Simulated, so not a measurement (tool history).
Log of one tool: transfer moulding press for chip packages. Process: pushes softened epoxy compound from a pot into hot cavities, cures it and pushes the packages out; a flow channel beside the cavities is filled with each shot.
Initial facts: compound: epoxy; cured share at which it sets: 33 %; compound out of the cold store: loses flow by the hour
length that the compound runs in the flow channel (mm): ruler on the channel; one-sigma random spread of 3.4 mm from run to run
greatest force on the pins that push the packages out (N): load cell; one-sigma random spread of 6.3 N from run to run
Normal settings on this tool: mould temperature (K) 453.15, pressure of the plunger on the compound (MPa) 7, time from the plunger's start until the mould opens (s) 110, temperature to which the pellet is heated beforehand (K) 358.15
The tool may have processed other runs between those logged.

run	hour	mould temperature (K)	pressure of the plunger on the compound (MPa)	time from the plunger's start until the mould opens (s)	temperature to which the pellet is heated beforehand (K)	incoming compound's hours out of the cold store	length that the compound runs in the flow channel (mm)	greatest force on the pins that push the packages out (N)
1	0	453.15	7	110	358.15	40.9	702	250
2	7.2	453.15	7	110	358.15	34.2	720	249
3	12.1	453.15	7	110	358.15	37.3	709	249
4	18.7	453.15	7	110	358.15	8.1	837	256
5	28.5	453.15	7	140	358.15	11.9	807	238
6	34.8	453.15	7	140	358.15	29.2	741	237
7	40.1	447.15	7	140	358.15	21.4	801	258
8	50.6	453.15	7	110	358.15	34.9	726	242
9	55.6	453.15	7	110	358.15	46.7	681	245
10	65.7	453.15	7	110	358.15	31.3	733	250
11	73.1	453.15	7	110	358.15	21.2	777	249
12	78	453.15	7	110	358.15	45.8	679	234
13	83.9	453.15	7.85	110	358.15	11.7	856	241
14	94.9	453.15	7.06	110	358.15	20.5	776	249
15	104.1	453.15	7.34	96	358.15	41.8	713	261
16	114.8	446.15	7.89	116	356.15	40	784	291
17	122.3	453.15	7	110	363.15	40.7	698	245
18	131.6	453.15	7	114	364.15	22	769	241
19	138.6	453.15	7	107	360.15	31.6	732	255
20	150.6	457.15	7.79	110	362.15	27.5	772	241
21	155.5	457.15	5.45	94	359.15	33.6	623	235
22	163.2	452.15	7	91	358.15	14.8	802	321
23	173.7	453.15	6.76	110	361.15	42	681	249
24	178.5	453.15	7.01	110	361.15	36.3	718	240
25	188.1	445.15	7.01	90	364.15	16.7	826	515
26	196.3	445.15	7.01	90	364.15	44.1	719	456
27	204.8	453.15	7	110	358.15	26.9	754	245
28	211.1	453.15	7	110	358.15	24.7	752	242

Put back what was entered between runs (3 entries, withheld): which listed runs does each sit between, and how does the hidden state differ from the listed run before to the listed run after?
Between runs 7 and 8: cavities cleaned with cleaning compound and waxed (hour 49.7)
  true mould temperature over the reading, C: 0.01 -> 0; pressure that reaches the compound, % of what is set: 99.68 -> 99.67; grip of the stained cavities, % over clean ones': 1.4 -> 0.1
Between runs 19 and 20: plunger's sealing rings changed (hour 144.5); cavities cleaned with cleaning compound and waxed (hour 149.5)
  pressure that reaches the compound, % of what is set: 99.62 -> 99.99; grip of the stained cavities, % over clean ones': 1.4 -> 0.1
